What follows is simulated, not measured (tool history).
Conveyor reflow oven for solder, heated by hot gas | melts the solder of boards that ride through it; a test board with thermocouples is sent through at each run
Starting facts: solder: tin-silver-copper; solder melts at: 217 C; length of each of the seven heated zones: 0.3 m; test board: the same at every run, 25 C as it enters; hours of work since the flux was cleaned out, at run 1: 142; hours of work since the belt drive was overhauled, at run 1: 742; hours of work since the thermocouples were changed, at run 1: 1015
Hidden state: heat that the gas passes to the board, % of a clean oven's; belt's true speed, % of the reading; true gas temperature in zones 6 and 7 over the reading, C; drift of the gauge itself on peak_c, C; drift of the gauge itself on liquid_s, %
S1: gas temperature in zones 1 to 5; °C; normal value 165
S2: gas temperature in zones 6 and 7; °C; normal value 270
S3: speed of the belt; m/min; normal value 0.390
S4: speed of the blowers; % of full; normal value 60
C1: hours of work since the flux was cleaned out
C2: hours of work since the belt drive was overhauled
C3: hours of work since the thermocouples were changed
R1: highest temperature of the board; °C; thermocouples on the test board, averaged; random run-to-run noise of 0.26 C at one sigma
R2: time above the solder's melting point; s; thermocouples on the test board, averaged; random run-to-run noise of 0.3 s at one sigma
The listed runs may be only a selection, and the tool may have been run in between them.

{"run": 1, "hour": 0.0, "S1": 165, "S2": 270, "S3": 0.39, "S4": 60, "C1": 142, "C2": 742, "C3": 1015, "R1": 248.2, "R2": 61.4}
{"run": 2, "hour": 27.3, "S1": 165, "S2": 270, "S3": 0.39, "S4": 60, "C1": 159, "C2": 759, "C3": 1032, "R1": 248.0, "R2": 61.5}
{"run": 3, "hour": 50.1, "S1": 165, "S2": 270, "S3": 0.39, "S4": 60, "C1": 173, "C2": 773, "C3": 1047, "R1": 247.5, "R2": 60.9}
{"run": 4, "hour": 70.1, "S1": 165, "S2": 270, "S3": 0.39, "S4": 60, "C1": 186, "C2": 785, "C3": 1059, "R1": 247.5, "R2": 61.1}
{"run": 5, "hour": 84.3, "S1": 165, "S2": 270, "S3": 0.39, "S4": 60, "C1": 195, "C2": 794, "C3": 1068, "R1": 247.8, "R2": 60.4}
{"hour": 89.1, "done": "thermocouples of zones 6 and 7 changed"}
{"run": 6, "hour": 114.0, "S1": 165, "S2": 270, "S3": 0.39, "S4": 60, "C1": 212, "C2": 811, "C3": 16, "R1": 248.9, "R2": 62.2}
{"run": 7, "hour": 136.9, "S1": 165, "S2": 270, "S3": 0.39, "S4": 60, "C1": 226, "C2": 826, "C3": 30, "R1": 248.7, "R2": 61.9}
{"run": 8, "hour": 161.1, "S1": 165, "S2": 270, "S3": 0.39, "S4": 60, "C1": 241, "C2": 841, "C3": 45, "R1": 248.6, "R2": 61.5}
{"run": 9, "hour": 177.9, "S1": 165, "S2": 270, "S3": 0.39, "S4": 60, "C1": 252, "C2": 851, "C3": 55, "R1": 248.2, "R2": 61.2}
{"run": 10, "hour": 210.8, "S1": 165, "S2": 270, "S3": 0.39, "S4": 52, "C1": 272, "C2": 872, "C3": 76, "R1": 245.3, "R2": 57.1}
{"run": 11, "hour": 232.5, "S1": 173, "S2": 270, "S3": 0.39, "S4": 60, "C1": 286, "C2": 885, "C3": 90, "R1": 250.1, "R2": 66.1}
{"run": 12, "hour": 263.7, "S1": 173, "S2": 270, "S3": 0.39, "S4": 60, "C1": 305, "C2": 905, "C3": 109, "R1": 249.9, "R2": 66.0}
{"hour": 283.7, "done": "flux residue cleaned out of gas plates and filters"}
{"run": 13, "hour": 296.0, "S1": 173, "S2": 270, "S3": 0.39, "S4": 60, "C1": 8, "C2": 922, "C3": 126, "R1": 252.1, "R2": 69.0}
{"run": 14, "hour": 312.3, "S1": 173, "S2": 270, "S3": 0.39, "S4": 60, "C1": 18, "C2": 932, "C3": 136, "R1": 251.9, "R2": 68.6}
{"run": 15, "hour": 345.3, "S1": 165, "S2": 270, "S3": 0.39, "S4": 60, "C1": 38, "C2": 953, "C3": 157, "R1": 250.4, "R2": 64.4}
{"run": 16, "hour": 377.2, "S1": 165, "S2": 265, "S3": 0.439, "S4": 64, "C1": 58, "C2": 973, "C3": 177, "R1": 243.5, "R2": 48.7}
{"run": 17, "hour": 397.8, "S1": 165, "S2": 265, "S3": 0.439, "S4": 64, "C1": 71, "C2": 986, "C3": 190, "R1": 242.5, "R2": 49.1}
{"run": 18, "hour": 414.0, "S1": 165, "S2": 284, "S3": 0.312, "S4": 60, "C1": 81, "C2": 996, "C3": 200, "R1": 269.7, "R2": 99.8}
{"hour": 420.0, "done": "belt drive overhauled, speed set with a stopwatch"}
{"run": 19, "hour": 451.0, "S1": 165, "S2": 284, "S3": 0.312, "S4": 60, "C1": 102, "C2": 19, "C3": 220, "R1": 270.2, "R2": 99.9}
{"run": 20, "hour": 470.4, "S1": 165, "S2": 272, "S3": 0.312, "S4": 64, "C1": 114, "C2": 31, "C3": 232, "R1": 259.7, "R2": 93.1}
{"run": 21, "hour": 491.6, "S1": 165, "S2": 268, "S3": 0.437, "S4": 60, "C1": 127, "C2": 45, "C3": 246, "R1": 243.1, "R2": 49.8}
{"hour": 500.1, "done": "belt drive overhauled, speed set with a stopwatch, once more"}
{"run": 22, "hour": 515.2, "S1": 165, "S2": 270, "S3": 0.442, "S4": 69, "C1": 140, "C2": 9, "C3": 258, "R1": 246.8, "R2": 51.3}
{"run": 23, "hour": 547.1, "S1": 165, "S2": 270, "S3": 0.442, "S4": 69, "C1": 159, "C2": 29, "C3": 278, "R1": 246.6, "R2": 51.0}
{"run": 24, "hour": 579.6, "S1": 156, "S2": 258, "S3": 0.351, "S4": 69, "C1": 180, "C2": 50, "C3": 298, "R1": 242.2, "R2": 59.7}
{"run": 25, "hour": 593.7, "S1": 156, "S2": 258, "S3": 0.351, "S4": 69, "C1": 189, "C2": 58, "C3": 307, "R1": 242.3, "R2": 59.7}
{"run": 26, "hour": 614.7, "S1": 156, "S2": 258, "S3": 0.351, "S4": 69, "C1": 202, "C2": 72, "C3": 320, "R1": 242.4, "R2": 59.0}
{"run": 27, "hour": 644.9, "S1": 166, "S2": 258, "S3": 0.351, "S4": 55, "C1": 221, "C2": 90, "C3": 339, "R1": 240.2, "R2": 58.8}
{"run": 28, "hour": 670.5, "S1": 166, "S2": 258, "S3": 0.465, "S4": 74, "C1": 237, "C2": 106, "C3": 355, "R1": 235.9, "R2": 36.9}
{"run": 29, "hour": 685.8, "S1": 166, "S2": 277, "S3": 0.465, "S4": 74, "C1": 246, "C2": 116, "C3": 364, "R1": 251.1, "R2": 51.8}
{"run": 30, "hour": 711.0, "S1": 163, "S2": 264, "S3": 0.392, "S4": 65, "C1": 262, "C2": 132, "C3": 380, "R1": 242.9, "R2": 54.5}

Each row is a separate what-if for the run after 30, all from the same tool condition, not one after another. Results?
{"run": "A", "hour": 737.8, "S1": 155, "S2": 266, "S3": 0.39, "S4": 69, "C1": 279, "C2": 148, "C3": 397, "R1": "?", "R2": "?"}
{"run": "B", "hour": 737.8, "S1": 164, "S2": 264, "S3": 0.392, "S4": 74, "C1": 279, "C2": 148, "C3": 397, "R1": "?", "R2": "?"}
{"run": "C", "hour": 737.8, "S1": 165, "S2": 270, "S3": 0.39, "S4": 85, "C1": 279, "C2": 148, "C3": 397, "R1": "?", "R2": "?"}
{"run": "D", "hour": 737.8, "S1": 163, "S2": 271, "S3": 0.46, "S4": 73, "C1": 279, "C2": 148, "C3": 397, "R1": "?", "R2": "?"}

run=A R1=244.8 R2=53.4
run=B R1=245.5 R2=57.9
run=C R1=253.6 R2=67.4
run=D R1=245.0 R2=46.9
Without the tool's unlogged condition, the same runs would have read:
run=A R1=248.3 R2=57.9
run=B R1=248.8 R2=62.0
run=C R1=257.1 R2=70.8
run=D R1=248.9 R2=51.2
